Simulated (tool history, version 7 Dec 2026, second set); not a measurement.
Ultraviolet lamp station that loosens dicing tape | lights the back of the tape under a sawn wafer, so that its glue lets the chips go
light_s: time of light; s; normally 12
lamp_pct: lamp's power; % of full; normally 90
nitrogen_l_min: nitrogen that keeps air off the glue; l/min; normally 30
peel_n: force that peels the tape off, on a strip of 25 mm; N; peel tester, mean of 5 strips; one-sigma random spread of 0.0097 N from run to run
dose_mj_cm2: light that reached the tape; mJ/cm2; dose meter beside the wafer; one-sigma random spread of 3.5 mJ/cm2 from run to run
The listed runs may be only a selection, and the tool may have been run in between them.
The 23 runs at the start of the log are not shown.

{"run": 24, "hour": 284.5, "light_s": 12, "lamp_pct": 79, "nitrogen_l_min": 12, "peel_n": 1.386, "dose_mj_cm2": 444}
{"run": 25, "hour": 296.2, "light_s": 9, "lamp_pct": 64, "nitrogen_l_min": 30, "peel_n": 2.245, "dose_mj_cm2": 270}
{"run": 26, "hour": 310.3, "light_s": 11, "lamp_pct": 74, "nitrogen_l_min": 30, "peel_n": 1.144, "dose_mj_cm2": 374}
{"run": 27, "hour": 322.2, "light_s": 23, "lamp_pct": 72, "nitrogen_l_min": 30, "peel_n": 0.237, "dose_mj_cm2": 754}
{"run": 28, "hour": 332.2, "light_s": 9, "lamp_pct": 82, "nitrogen_l_min": 30, "peel_n": 1.367, "dose_mj_cm2": 343}
{"run": 29, "hour": 348.6, "light_s": 13, "lamp_pct": 90, "nitrogen_l_min": 30, "peel_n": 0.501, "dose_mj_cm2": 540}
{"run": 30, "hour": 356.5, "light_s": 13, "lamp_pct": 90, "nitrogen_l_min": 30, "peel_n": 0.51, "dose_mj_cm2": 531}
{"run": 31, "hour": 370.4, "light_s": 7, "lamp_pct": 76, "nitrogen_l_min": 20, "peel_n": 2.943, "dose_mj_cm2": 238}
{"run": 32, "hour": 378.5, "light_s": 7, "lamp_pct": 99, "nitrogen_l_min": 9, "peel_n": 2.76, "dose_mj_cm2": 315}
{"run": 33, "hour": 392.7, "light_s": 22, "lamp_pct": 99, "nitrogen_l_min": 39, "peel_n": 0.171, "dose_mj_cm2": 975}
{"run": 34, "hour": 407.2, "light_s": 12, "lamp_pct": 99, "nitrogen_l_min": 39, "peel_n": 0.436, "dose_mj_cm2": 529}
{"run": 35, "hour": 421.5, "light_s": 12, "lamp_pct": 99, "nitrogen_l_min": 42, "peel_n": 0.429, "dose_mj_cm2": 534}
{"run": 36, "hour": 432.1, "light_s": 17, "lamp_pct": 90, "nitrogen_l_min": 36, "peel_n": 0.274, "dose_mj_cm2": 683}
{"run": 37, "hour": 440.6, "light_s": 12, "lamp_pct": 93, "nitrogen_l_min": 30, "peel_n": 0.592, "dose_mj_cm2": 496}
{"run": 38, "hour": 457.8, "light_s": 9, "lamp_pct": 96, "nitrogen_l_min": 30, "peel_n": 1.09, "dose_mj_cm2": 381}
{"run": 39, "hour": 473.2, "light_s": 9, "lamp_pct": 96, "nitrogen_l_min": 30, "peel_n": 1.157, "dose_mj_cm2": 383}
{"run": 40, "hour": 480.7, "light_s": 9, "lamp_pct": 96, "nitrogen_l_min": 30, "peel_n": 1.073, "dose_mj_cm2": 382}
{"run": 41, "hour": 491.1, "light_s": 7, "lamp_pct": 95, "nitrogen_l_min": 17, "peel_n": 2.311, "dose_mj_cm2": 292}
{"run": 42, "hour": 503.3, "light_s": 7, "lamp_pct": 95, "nitrogen_l_min": 17, "peel_n": 2.411, "dose_mj_cm2": 286}

What does the tool deliver on the next run?
{"run": 43, "hour": 514.3, "light_s": 21, "lamp_pct": 90, "nitrogen_l_min": 30, "peel_n": "?", "dose_mj_cm2": "?"}

{"run 43": {"peel_n": 0.209, "dose_mj_cm2": 823}}
Were there no unlogged condition in the tool, this run, its random variation unchanged, would have produced peel_n 0.171 N, dose_mj_cm2 1015 mJ/cm2.

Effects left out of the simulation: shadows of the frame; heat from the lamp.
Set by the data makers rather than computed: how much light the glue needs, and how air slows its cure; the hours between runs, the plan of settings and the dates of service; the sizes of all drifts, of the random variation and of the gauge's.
